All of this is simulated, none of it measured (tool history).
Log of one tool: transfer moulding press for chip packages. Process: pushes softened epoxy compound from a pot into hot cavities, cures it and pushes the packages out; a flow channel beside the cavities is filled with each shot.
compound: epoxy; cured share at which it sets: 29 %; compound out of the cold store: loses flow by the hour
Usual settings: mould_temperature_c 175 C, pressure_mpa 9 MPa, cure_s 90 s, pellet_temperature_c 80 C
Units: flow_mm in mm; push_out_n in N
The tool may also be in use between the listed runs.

run    hour  mould_temperature_c  pressure_mpa  cure_s  pellet_temperature_c  incoming compound's hours out of the cold store  flow_mm  push_out_n
  1       0                  175             9      90                    80                                             38.2      821         508
       40.4  -- cavities cleaned with cleaning compound and waxed
       98.2  -- plunger's sealing rings changed
       99.7  -- cavities cleaned with cleaning compound and waxed
  2    99.9                  175             9      78                    80                                             17.8      888         450
      158.3  -- cavities cleaned with cleaning compound and waxed
  3   195.5                  175             9      90                    80                                             44.1      832         584
      217.3  -- cavities cleaned with cleaning compound and waxed
  4   253.4                  175             9      90                    80                                             44.8      825         558
      276.1  -- cavities cleaned with cleaning compound and waxed
  5     325                  175             9      90                    80                                             27.3      847         592
      331.8  -- cavities cleaned with cleaning compound and waxed
      387.4  -- cavities cleaned with cleaning compound and waxed
      397.9  -- mould's thermocouples calibrated
  6   422.1                  175         10.75      90                    80                                             43.4      885         531
      451.8  -- cavities cleaned with cleaning compound and waxed
  7     497                  175             9      90                    80                                             38.1      816         571
      507.6  -- cavities cleaned with cleaning compound and waxed
  8   540.1                  175             9     126                    76                                               26      841         455
      550.1  -- plunger's sealing rings changed
      568.3  -- cavities cleaned with cleaning compound and waxed
      623.6  -- cavities cleaned with cleaning compound and waxed
  9   640.7                  175             9     126                    76                                             32.4      849         368
        684  -- cavities cleaned with cleaning compound and waxed
        740  -- cavities cleaned with cleaning compound and waxed
 10     740                  167          7.33     104                    79                                             36.5      769         384
      799.7  -- cavities cleaned with cleaning compound and waxed
 11   839.8                  175          7.57      90                    80                                             32.3      762         563
      856.5  -- cavities cleaned with cleaning compound and waxed
 12   903.6                  182          7.73     100                    81                                             30.5      765         494
      912.9  -- cavities cleaned with cleaning compound and waxed
      967.4  -- cavities cleaned with cleaning compound and waxed
 13   967.4                  175             9      90                    80                                             44.5      807         324
      997.1  -- plunger's sealing rings changed
     1026.6  -- cavities cleaned with cleaning compound and waxed
 14  1068.2                  167          8.05     102                    83                                             39.5      805         707

Forecast each of these 3 alternatives for the next run:
     1084.7  -- cavities cleaned with cleaning compound and waxed
     1139.3  -- cavities cleaned with cleaning compound and waxed
  A  1145                  175             9     115                    72                                             33.1        ?           ?
     1084.7  -- cavities cleaned with cleaning compound and waxed
     1139.3  -- cavities cleaned with cleaning compound and waxed
  B  1145                  174          6.95     102                    77                                             21.8        ?           ?
     1084.7  -- cavities cleaned with cleaning compound and waxed
     1139.3  -- cavities cleaned with cleaning compound and waxed
  C  1145                  167          8.24     102                    88                                             19.2        ?           ?

run  flow_mm  push_out_n
  A      840         347
  B      772         361
  C      865         488
Without the tool's hidden state the same runs would have given:
run  flow_mm  push_out_n
  A      850         295
  B      781         299
  C      874         384

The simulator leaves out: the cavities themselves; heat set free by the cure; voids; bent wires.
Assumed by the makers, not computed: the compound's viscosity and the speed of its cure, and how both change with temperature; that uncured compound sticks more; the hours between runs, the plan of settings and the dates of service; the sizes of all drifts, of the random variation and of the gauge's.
